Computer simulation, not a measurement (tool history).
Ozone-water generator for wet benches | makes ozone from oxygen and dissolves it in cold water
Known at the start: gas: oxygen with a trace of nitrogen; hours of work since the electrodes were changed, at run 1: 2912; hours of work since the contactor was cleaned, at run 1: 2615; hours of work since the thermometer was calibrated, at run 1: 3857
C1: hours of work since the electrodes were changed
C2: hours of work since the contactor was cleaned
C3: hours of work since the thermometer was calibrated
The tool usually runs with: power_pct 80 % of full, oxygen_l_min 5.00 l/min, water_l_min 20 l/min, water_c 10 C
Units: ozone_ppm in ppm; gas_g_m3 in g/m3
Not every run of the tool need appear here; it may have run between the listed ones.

Run 1, day 0.000: usual settings; C1 2912; C2 2615; C3 3857. Result: ozone_ppm 19.4 ppm, gas_g_m3 225.6 g/m3.
Run 2, day 5.267: usual settings; C1 3005; C2 2709; C3 3951. Result: ozone_ppm 19.9 ppm, gas_g_m3 224.2 g/m3.
Run 3, day 10.154: usual settings; C1 3092; C2 2795; C3 4038. Result: ozone_ppm 19.2 ppm, gas_g_m3 225.2 g/m3.
Run 4, day 13.742: usual settings; C1 3156; C2 2859; C3 4102. Result: ozone_ppm 19.5 ppm, gas_g_m3 223.9 g/m3.
Run 5, day 19.338: usual settings; C1 3255; C2 2959; C3 4201. Result: ozone_ppm 19.2 ppm, gas_g_m3 223.6 g/m3.
At day 24.717: water thermometer calibrated.
Run 6, day 24.796: usual settings; C1 3352; C2 3055; C3 1. Result: ozone_ppm 19.5 ppm, gas_g_m3 223.1 g/m3.
Run 7, day 30.512: usual settings; C1 3454; C2 3157; C3 103. Result: ozone_ppm 19.5 ppm, gas_g_m3 221.0 g/m3.
Run 8, day 33.183: usual settings; C1 3501; C2 3204; C3 150. Result: ozone_ppm 19.5 ppm, gas_g_m3 220.0 g/m3.
Run 9, day 37.883: usual settings; C1 3585; C2 3288; C3 234. Result: ozone_ppm 19.0 ppm, gas_g_m3 222.4 g/m3.
Run 10, day 42.696: usual settings; C1 3670; C2 3373; C3 320. Result: ozone_ppm 19.0 ppm, gas_g_m3 220.2 g/m3.
At day 43.192: contactor cleaned.
Run 11, day 46.592: usual settings but power_pct 67 % of full, oxygen_l_min 3.14 l/min; C1 3736; C2 60; C3 386. Result: ozone_ppm 16.5 ppm, gas_g_m3 263.8 g/m3.
Run 12, day 51.500: usual settings but power_pct 67 % of full, oxygen_l_min 3.14 l/min, water_c 6 C; C1 3824; C2 148; C3 473. Result: ozone_ppm 17.0 ppm, gas_g_m3 264.9 g/m3.
Run 13, day 55.096: usual settings but power_pct 67 % of full, oxygen_l_min 3.14 l/min, water_c 6 C; C1 3888; C2 212; C3 537. Result: ozone_ppm 16.5 ppm, gas_g_m3 260.2 g/m3.
Run 14, day 59.062: usual settings but power_pct 67 % of full, oxygen_l_min 3.14 l/min, water_c 6 C; C1 3958; C2 282; C3 608. Result: ozone_ppm 16.7 ppm, gas_g_m3 259.4 g/m3.
Run 15, day 63.212: usual settings but power_pct 45 % of full, oxygen_l_min 7.15 l/min, water_c 7 C; C1 4032; C2 356; C3 681. Result: ozone_ppm 14.9 ppm, gas_g_m3 135.0 g/m3.
Run 16, day 66.667: usual settings but power_pct 45 % of full, oxygen_l_min 7.15 l/min, water_c 7 C; C1 4093; C2 417; C3 743. Result: ozone_ppm 14.7 ppm, gas_g_m3 136.3 g/m3.
Run 17, day 69.888: usual settings but power_pct 90 % of full; C1 4151; C2 475; C3 800. Result: ozone_ppm 19.4 ppm, gas_g_m3 229.7 g/m3.
Run 18, day 73.121: usual settings but power_pct 63 % of full, water_l_min 25 l/min, water_c 9 C; C1 4208; C2 532; C3 857. Result: ozone_ppm 13.3 ppm, gas_g_m3 193.5 g/m3.

Each row is a separate what-if for the run after 18, all from the same tool condition, not one after another. Results?
Run A, day 75.858: usual settings but water_l_min 14 l/min; C1 4257; C2 581; C3 906. Result: ozone_ppm ?, gas_g_m3 ?.
Run B, day 75.858: usual settings but power_pct 63 % of full, oxygen_l_min 2.79 l/min, water_l_min 25 l/min, water_c 9 C; C1 4257; C2 581; C3 906. Result: ozone_ppm ?, gas_g_m3 ?.
Run C, day 75.858: usual settings but water_c 8 C; C1 4257; C2 581; C3 906. Result: ozone_ppm ?, gas_g_m3 ?.

run  ozone_ppm  gas_g_m3
  A       25.9     218.1
  B       11.9     270.4
  C       19.0     216.5
Without the tool's unlogged condition, the same runs would have read:
run  ozone_ppm  gas_g_m3
  A       30.8     250.1
  B       14.0     305.3
  C       22.7     248.1
